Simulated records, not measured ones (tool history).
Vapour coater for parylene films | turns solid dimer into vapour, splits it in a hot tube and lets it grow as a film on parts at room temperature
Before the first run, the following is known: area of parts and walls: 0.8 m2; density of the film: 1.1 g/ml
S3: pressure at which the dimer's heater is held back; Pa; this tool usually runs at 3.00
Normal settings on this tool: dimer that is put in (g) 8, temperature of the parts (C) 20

Run 1, day 0.000: usual settings. Result: thickness of the film (um) 4.85.
Run 2, day 1.021: usual settings. Result: thickness of the film (um) 4.74.
Run 3, day 1.808: usual settings. Result: thickness of the film (um) 4.81.
Run 4, day 2.788: usual settings. Result: thickness of the film (um) 4.79.
Run 5, day 3.858: usual settings. Result: thickness of the film (um) 4.78.
Run 6, day 4.883: usual settings but S3 8.39 Pa. Result: thickness of the film (um) 3.91.
Run 7, day 5.562: usual settings. Result: thickness of the film (um) 4.84.
Run 8, day 6.162: usual settings. Result: thickness of the film (um) 4.82.
Run 9, day 7.100: usual settings. Result: thickness of the film (um) 4.78.
Run 10, day 7.842: usual settings. Result: thickness of the film (um) 4.78.
Run 11, day 8.925: usual settings but temperature of the parts (C) 15. Result: thickness of the film (um) 5.63.
Run 12, day 9.467: usual settings but dimer that is put in (g) 10, temperature of the parts (C) 15. Result: thickness of the film (um) 6.99.
Run 13, day 10.283: usual settings but dimer that is put in (g) 10, temperature of the parts (C) 15. Result: thickness of the film (um) 7.08.
Run 14, day 11.350: usual settings but dimer that is put in (g) 10, temperature of the parts (C) 15. Result: thickness of the film (um) 7.08.
Run 15, day 12.004: usual settings but dimer that is put in (g) 10, temperature of the parts (C) 15. Result: thickness of the film (um) 7.01.
Run 16, day 12.504: usual settings. Result: thickness of the film (um) 4.77.
Run 17, day 13.608: usual settings. Result: thickness of the film (um) 4.81.
Run 18, day 14.688: usual settings. Result: thickness of the film (um) 4.77.
Run 19, day 15.908: usual settings. Result: thickness of the film (um) 4.86.
Run 20, day 16.638: usual settings. Result: thickness of the film (um) 4.72.
Run 21, day 17.642: usual settings but S3 11.48 Pa. Result: thickness of the film (um) 3.70.
Run 22, day 18.817: usual settings but dimer that is put in (g) 3, temperature of the parts (C) 28, S3 2.65 Pa. Result: thickness of the film (um) 1.44.
Run 23, day 19.721: usual settings but dimer that is put in (g) 3, temperature of the parts (C) 28, S3 2.65 Pa. Result: thickness of the film (um) 1.44.
Run 24, day 20.200: usual settings but dimer that is put in (g) 13, temperature of the parts (C) 28, S3 11.64 Pa. Result: thickness of the film (um) 4.70.
Run 25, day 20.788: usual settings but dimer that is put in (g) 4, temperature of the parts (C) 18. Result: thickness of the film (um) 2.55.
Run 26, day 21.496: usual settings but temperature of the parts (C) 30, S3 8.51 Pa. Result: thickness of the film (um) 2.84.
Run 27, day 22.517: usual settings but S3 2.03 Pa. Result: thickness of the film (um) 5.13.
Run 28, day 23.142: usual settings but S3 2.03 Pa. Result: thickness of the film (um) 5.23.
Run 29, day 23.796: usual settings but dimer that is put in (g) 6, temperature of the parts (C) 19, S3 2.03 Pa. Result: thickness of the film (um) 4.05.
Run 30, day 24.862: usual settings but temperature of the parts (C) 13, S3 3.34 Pa. Result: thickness of the film (um) 5.84.
Run 31, day 25.517: usual settings but temperature of the parts (C) 13, S3 3.34 Pa. Result: thickness of the film (um) 5.91.
Run 32, day 26.321: usual settings but temperature of the parts (C) 13, S3 3.34 Pa. Result: thickness of the film (um) 5.89.
Run 33, day 27.483: usual settings but dimer that is put in (g) 4, S3 7.57 Pa. Result: thickness of the film (um) 2.04.
Run 34, day 28.362: usual settings but temperature of the parts (C) 22, S3 5.23 Pa. Result: thickness of the film (um) 4.03.
Run 35, day 28.983: usual settings but temperature of the parts (C) 31, S3 6.47 Pa. Result: thickness of the film (um) 2.96.
Run 36, day 30.067: usual settings but temperature of the parts (C) 31, S3 6.47 Pa. Result: thickness of the film (um) 2.91.
Run 37, day 30.596: usual settings but temperature of the parts (C) 31, S3 6.47 Pa. Result: thickness of the film (um) 2.95.
Run 38, day 31.558: usual settings but dimer that is put in (g) 11, temperature of the parts (C) 14, S3 5.31 Pa. Result: thickness of the film (um) 7.15.
Run 39, day 32.629: usual settings but dimer that is put in (g) 11, temperature of the parts (C) 29. Result: thickness of the film (um) 4.93.
Run 40, day 33.471: usual settings but dimer that is put in (g) 11, temperature of the parts (C) 29, S3 4.11 Pa. Result: thickness of the film (um) 4.72.
Run 41, day 34.079: usual settings but dimer that is put in (g) 3, S3 3.65 Pa. Result: thickness of the film (um) 1.73.
Run 42, day 34.588: usual settings but dimer that is put in (g) 6, S3 3.01 Pa. Result: thickness of the film (um) 3.58.

Missing from the log above: 1 entry noted between runs. For each, name the pair of listed runs it sits between and say how the tool's hidden condition differs from the listed run just before to the listed run just after:
In the gap between runs 18 and 19: trap's valve overhauled (day 14.938)
  vapour lost through the trap's worn valve, %: 0.3 -> 0

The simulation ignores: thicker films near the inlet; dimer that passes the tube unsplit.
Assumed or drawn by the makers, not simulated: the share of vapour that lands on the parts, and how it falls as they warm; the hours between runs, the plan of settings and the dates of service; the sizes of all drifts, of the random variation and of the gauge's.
